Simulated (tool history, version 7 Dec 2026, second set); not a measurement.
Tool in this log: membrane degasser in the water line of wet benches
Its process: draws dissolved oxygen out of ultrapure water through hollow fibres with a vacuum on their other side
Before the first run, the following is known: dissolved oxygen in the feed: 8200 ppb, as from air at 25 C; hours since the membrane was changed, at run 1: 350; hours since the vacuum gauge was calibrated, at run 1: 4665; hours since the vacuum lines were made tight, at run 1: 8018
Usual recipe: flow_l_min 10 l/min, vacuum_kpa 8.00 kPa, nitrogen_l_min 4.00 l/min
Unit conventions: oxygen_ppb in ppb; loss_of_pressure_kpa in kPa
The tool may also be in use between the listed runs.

run    hour  flow_l_min  vacuum_kpa  nitrogen_l_min  hours since the membrane was changed  hours since the vacuum gauge was calibrated  hours since the vacuum lines were made tight  oxygen_ppb  loss_of_pressure_kpa
  1     0.0          10        8.00            4.00                                   350                                         4665                                          8018        36.8                 54.01
       16.5  -- vacuum gauge calibrated
  2    99.9          10        8.00            4.00                                   450                                           83                                          8118        37.4                 54.26
  3   221.8          10        8.00            4.00                                   572                                          205                                          8240        37.2                 54.32
  4   364.5          10        8.00            4.00                                   714                                          348                                          8382        36.9                 54.11
  5   434.3          10        8.00            4.00                                   784                                          418                                          8452        36.9                 54.03
  6   501.0           8        8.00            4.00                                   851                                          484                                          8519        26.2                 43.61
  7   568.8          10        8.00            4.00                                   919                                          552                                          8587        37.6                 54.01
  8   655.0           8        8.00            4.00                                  1005                                          638                                          8673        26.0                 43.08
  9   808.4          10        7.45            9.96                                  1158                                          792                                          8826        18.0                 53.49
 10   890.1          10        7.45            9.96                                  1240                                          874                                          8908        17.6                 54.16
 11  1004.9          10        7.45            9.96                                  1355                                          988                                          9023        18.0                 54.49
 12  1126.6          16        9.12            3.23                                  1476                                         1110                                          9144       126.7                 87.22
 13  1238.4           6        8.00            4.00                                  1588                                         1222                                          9256        18.8                 32.75
 14  1360.9           6        8.00            4.00                                  1711                                         1344                                          9379        18.4                 32.75
 15  1471.6          10        7.79            4.57                                  1822                                         1455                                          9489        32.1                 54.33

What differs in the tool's unlogged condition from the final listed run ahead of each entry between runs to the first listed run following it?
Logged between run 1 and run 2: vacuum gauge calibrated (hour 16.5)
  no difference in the tool's unlogged condition between these two runs

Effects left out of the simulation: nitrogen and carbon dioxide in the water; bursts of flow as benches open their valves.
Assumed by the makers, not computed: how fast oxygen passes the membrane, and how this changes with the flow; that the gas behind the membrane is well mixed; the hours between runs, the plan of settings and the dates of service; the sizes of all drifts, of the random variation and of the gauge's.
